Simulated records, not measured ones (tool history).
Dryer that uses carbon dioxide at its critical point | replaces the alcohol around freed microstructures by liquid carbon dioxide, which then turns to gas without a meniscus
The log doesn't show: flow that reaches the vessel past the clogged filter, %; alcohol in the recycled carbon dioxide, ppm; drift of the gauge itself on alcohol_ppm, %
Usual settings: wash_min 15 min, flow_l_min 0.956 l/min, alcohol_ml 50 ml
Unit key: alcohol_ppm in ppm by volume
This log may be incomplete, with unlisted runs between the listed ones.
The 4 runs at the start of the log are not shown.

run	hour	wash_min	flow_l_min	alcohol_ml	hours of work since the filter was changed	hours of work since the purifier's bed was changed	alcohol_ppm
5	106.4	15	1.510	50	239	409	146
6	133.6	15	1.510	50	253	423	151
7	170.9	15	0.956	50	272	442	216
8	206.0	15	0.956	50	290	460	208
9	239.0	10	0.956	50	307	477	640
10	274.9	10	0.956	50	326	495	662
11	301.4	14	0.956	50	339	509	278
12	318.2	14	0.956	50	348	518	275
13	348.8	15	0.956	50	364	533	245
14	364.4	15	0.956	50	372	541	251
15	390.2	15	0.956	50	385	555	270
16	427.1	18	0.901	50	404	574	237
17	446.5	18	0.901	50	414	583	240
18	482.7	22	0.821	95	433	602	255
19	505.3	13	1.280	95	444	614	265
20	535.6	10	1.128	34	460	629	411
21	570.1	22	1.128	34	478	647	228
# hour 597.2: inlet filter changed
22	598.6	16	0.884	113	1	661	329
23	634.0	11	0.884	113	19	679	967
24	653.2	11	1.125	50	29	689	340
25	679.8	11	1.125	50	42	703	350
26	698.3	11	1.125	50	52	712	351

Run 27 comes next. What will it give?
27	715.3	15	1.071	29	61	721	?

Run 27 produced alcohol_ppm 263 ppm by volume.
If the tool had no hidden condition, the same run with the same run-to-run variation would have returned alcohol_ppm 17 ppm by volume.
